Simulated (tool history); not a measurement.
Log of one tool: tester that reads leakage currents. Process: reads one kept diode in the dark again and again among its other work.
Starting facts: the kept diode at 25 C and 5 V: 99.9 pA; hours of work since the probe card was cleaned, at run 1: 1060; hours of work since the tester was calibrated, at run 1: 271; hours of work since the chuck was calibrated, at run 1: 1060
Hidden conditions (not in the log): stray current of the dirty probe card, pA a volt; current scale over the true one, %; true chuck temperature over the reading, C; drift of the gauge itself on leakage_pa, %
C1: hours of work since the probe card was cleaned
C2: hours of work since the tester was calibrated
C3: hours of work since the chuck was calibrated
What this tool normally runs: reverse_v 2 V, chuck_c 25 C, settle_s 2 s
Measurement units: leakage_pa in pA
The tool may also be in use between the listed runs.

run 1 hour=0 | reverse_v=2 chuck_c=25 settle_s=2 | C1=1060 C2=271 C3=1060 | leakage_pa=88.3
run 2 hour=125.7 | reverse_v=2 chuck_c=25 settle_s=2 | C1=1160 C2=371 C3=1160 | leakage_pa=89.92
run 3 hour=233 | reverse_v=2 chuck_c=30 settle_s=2 | C1=1245 C2=457 C3=1245 | leakage_pa=141.96
run 4 hour=426.6 | reverse_v=2 chuck_c=30 settle_s=2 | C1=1400 C2=611 C3=1400 | leakage_pa=145.09
-- hour=500.8 probe card cleaned and baked
-- hour=554.1 chuck's temperature calibrated
run 5 hour=560.3 | reverse_v=2 chuck_c=30 settle_s=2 | C1=46 C2=714 C3=5 | leakage_pa=119.42
run 6 hour=664.8 | reverse_v=2 chuck_c=25 settle_s=2 | C1=129 C2=797 C3=88 | leakage_pa=75.98
run 7 hour=865.6 | reverse_v=2 chuck_c=25 settle_s=2 | C1=289 C2=957 C3=249 | leakage_pa=77.77
run 8 hour=978 | reverse_v=2 chuck_c=25 settle_s=2 | C1=379 C2=1047 C3=338 | leakage_pa=79.67
run 9 hour=1211.2 | reverse_v=2 chuck_c=31 settle_s=2 | C1=565 C2=1233 C3=524 | leakage_pa=141.14
run 10 hour=1457.5 | reverse_v=2 chuck_c=31 settle_s=2 | C1=762 C2=1430 C3=721 | leakage_pa=144.59
run 11 hour=1656.4 | reverse_v=2 chuck_c=31 settle_s=2 | C1=920 C2=1589 C3=880 | leakage_pa=149.18
run 12 hour=1822.3 | reverse_v=2 chuck_c=25 settle_s=0.46 | C1=1053 C2=1721 C3=1012 | leakage_pa=89.44
run 13 hour=2062.2 | reverse_v=2 chuck_c=25 settle_s=0.46 | C1=1244 C2=1912 C3=1203 | leakage_pa=92.22
run 14 hour=2167.2 | reverse_v=2 chuck_c=55 settle_s=0.46 | C1=1328 C2=1996 C3=1287 | leakage_pa=1152.92
-- hour=2332.2 probe card cleaned and baked
run 15 hour=2375.4 | reverse_v=2 chuck_c=55 settle_s=0.46 | C1=34 C2=2160 C3=1451 | leakage_pa=1165.93
-- hour=2430.7 chuck's temperature calibrated
run 16 hour=2549.9 | reverse_v=2 chuck_c=55 settle_s=0.46 | C1=172 C2=2297 C3=95 | leakage_pa=994.59
run 17 hour=2773.6 | reverse_v=2 chuck_c=55 settle_s=0.46 | C1=351 C2=2476 C3=274 | leakage_pa=1016.7
run 18 hour=2891.9 | reverse_v=2 chuck_c=55 settle_s=0.38 | C1=445 C2=2570 C3=368 | leakage_pa=1025.85
run 19 hour=3047.3 | reverse_v=2 chuck_c=55 settle_s=0.38 | C1=569 C2=2694 C3=492 | leakage_pa=1042.02
-- hour=3068.3 tester calibrated
run 20 hour=3293.1 | reverse_v=6.87 chuck_c=58 settle_s=9.9 | C1=763 C2=179 C3=686 | leakage_pa=2032.84
run 21 hour=3408.5 | reverse_v=6.87 chuck_c=58 settle_s=9.9 | C1=856 C2=271 C3=779 | leakage_pa=2057.53
run 22 hour=3598.5 | reverse_v=1.91 chuck_c=28 settle_s=2 | C1=1007 C2=423 C3=930 | leakage_pa=111.2
-- hour=3771.2 tester calibrated, once more
run 23 hour=3808.8 | reverse_v=19.13 chuck_c=34 settle_s=3.41 | C1=1173 C2=30 C3=1096 | leakage_pa=439.69
run 24 hour=4000.2 | reverse_v=4.91 chuck_c=34 settle_s=0.45 | C1=1326 C2=183 C3=1249 | leakage_pa=276.21
run 25 hour=4115 | reverse_v=2 chuck_c=34 settle_s=1.44 | C1=1418 C2=274 C3=1341 | leakage_pa=203.92
-- hour=4170.1 probe card cleaned and baked
-- hour=4318.8 chuck's temperature calibrated
run 26 hour=4328.4 | reverse_v=2 chuck_c=25 settle_s=6.62 | C1=125 C2=441 C3=8 | leakage_pa=73.04
run 27 hour=4468.5 | reverse_v=10.63 chuck_c=20 settle_s=0.77 | C1=236 C2=552 C3=119 | leakage_pa=86.52
run 28 hour=4640.3 | reverse_v=10.63 chuck_c=20 settle_s=0.77 | C1=374 C2=690 C3=257 | leakage_pa=90.11
run 29 hour=4814.2 | reverse_v=2 chuck_c=56 settle_s=0.49 | C1=512 C2=828 C3=395 | leakage_pa=1092.03
run 30 hour=5000.5 | reverse_v=5.01 chuck_c=53 settle_s=0.5 | C1=661 C2=977 C3=544 | leakage_pa=1206.18
run 31 hour=5225 | reverse_v=7.57 chuck_c=46 settle_s=3.8 | C1=840 C2=1156 C3=723 | leakage_pa=802.43
run 32 hour=5449 | reverse_v=2 chuck_c=29 settle_s=1.65 | C1=1019 C2=1335 C3=902 | leakage_pa=121.87
run 33 hour=5660.1 | reverse_v=2 chuck_c=22 settle_s=0.37 | C1=1187 C2=1503 C3=1070 | leakage_pa=67.78
run 34 hour=5834.1 | reverse_v=1.53 chuck_c=24 settle_s=2 | C1=1326 C2=1642 C3=1209 | leakage_pa=74.06
-- hour=6012.9 probe card cleaned and baked
run 35 hour=6037.1 | reverse_v=1.53 chuck_c=29 settle_s=1.35 | C1=19 C2=1802 C3=1369 | leakage_pa=116.46
-- hour=6201.5 chuck's temperature calibrated
run 36 hour=6250.4 | reverse_v=1.53 chuck_c=20 settle_s=1.35 | C1=188 C2=1970 C3=39 | leakage_pa=42.54
run 37 hour=6405.5 | reverse_v=4.6 chuck_c=44 settle_s=0.76 | C1=312 C2=2094 C3=163 | leakage_pa=544.09
run 38 hour=6552.6 | reverse_v=1.05 chuck_c=28 settle_s=6.37 | C1=429 C2=2211 C3=280 | leakage_pa=82.14

Each row is a separate what-if for the run after 38, all from the same tool condition, not one after another. Results?
run A hour=6733.3 | reverse_v=4.76 chuck_c=47 settle_s=5.03 | C1=573 C2=2356 C3=424 | leakage_pa=?
run B hour=6733.3 | reverse_v=2 chuck_c=29 settle_s=2 | C1=573 C2=2356 C3=424 | leakage_pa=?
run C hour=6733.3 | reverse_v=2 chuck_c=24 settle_s=2 | C1=573 C2=2356 C3=424 | leakage_pa=?

run=A leakage_pa=726.13
run=B leakage_pa=114.73
run=C leakage_pa=72.63
Take away the tool's hidden state, keep each run's random variation, and the runs would have read:
run=A leakage_pa=687.51
run=B leakage_pa=107.34
run=C leakage_pa=67.42

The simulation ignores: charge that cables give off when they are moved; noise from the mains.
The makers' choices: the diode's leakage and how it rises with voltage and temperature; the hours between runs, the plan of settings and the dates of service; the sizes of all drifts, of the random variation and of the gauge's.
